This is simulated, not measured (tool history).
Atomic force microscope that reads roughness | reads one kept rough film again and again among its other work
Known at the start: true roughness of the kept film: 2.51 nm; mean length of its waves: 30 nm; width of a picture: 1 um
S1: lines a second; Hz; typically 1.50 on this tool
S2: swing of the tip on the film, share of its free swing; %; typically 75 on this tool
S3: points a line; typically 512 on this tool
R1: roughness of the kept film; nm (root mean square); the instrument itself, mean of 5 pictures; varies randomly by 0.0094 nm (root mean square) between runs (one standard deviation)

| run | day | S1 | S2 | S3 | R1 |
|---|---|---|---|---|---|
| 1 | 0.000 | 1.50 | 75 | 512 | 2.023 |
| 2 | 0.554 | 1.50 | 75 | 512 | 2.018 |
| 3 | 0.929 | 1.50 | 75 | 512 | 2.007 |
| 4 | 1.421 | 1.50 | 75 | 512 | 1.977 |
| 5 | 1.750 | 1.50 | 75 | 512 | 1.951 |
| 6 | 2.038 | 1.74 | 75 | 512 | 1.911 |
| 7 | 2.533 | 1.74 | 75 | 512 | 1.910 |
| 8 | 2.838 | 1.50 | 75 | 512 | 1.917 |
| 9 | 3.258 | 1.50 | 75 | 512 | 1.909 |
|  | 3.658 | new tip fitted |
| 10 | 3.854 | 1.50 | 75 | 512 | 2.121 |
| 11 | 4.367 | 1.50 | 75 | 512 | 2.111 |
| 12 | 4.646 | 1.50 | 75 | 512 | 2.081 |
| 13 | 4.967 | 1.50 | 75 | 512 | 2.079 |
| 14 | 5.404 | 2.93 | 77 | 512 | 1.850 |
| 15 | 5.708 | 0.95 | 56 | 425 | 2.204 |
| 16 | 6.238 | 0.85 | 75 | 283 | 2.110 |
| 17 | 6.662 | 2.84 | 75 | 364 | 1.859 |
| 18 | 7.229 | 1.89 | 75 | 449 | 1.926 |
| 19 | 7.667 | 1.48 | 75 | 401 | 1.994 |
| 20 | 8.008 | 2.70 | 66 | 338 | 1.953 |
| 21 | 8.329 | 3.06 | 69 | 512 | 1.860 |
| 22 | 8.696 | 1.31 | 59 | 834 | 2.069 |
| 23 | 9.029 | 1.31 | 59 | 834 | 2.076 |

4 ways to go on from here, each from the tool as it stands after run 23. What would each give?
| A | 9.533 | 2.97 | 77 | 801 | ? |
| B | 9.533 | 2.84 | 85 | 321 | ? |
| C | 9.533 | 1.49 | 75 | 512 | ? |
| D | 9.533 | 2.75 | 58 | 305 | ? |

| run | R1 |
|---|---|
| A | 1.715 |
| B | 1.567 |
| C | 1.917 |
| D | 1.962 |
With the hidden condition removed and each run's random variation left untouched, the same runs would have given:
| run | R1 |
|---|---|
| A | 1.911 |
| B | 1.748 |
| C | 2.136 |
| D | 2.186 |
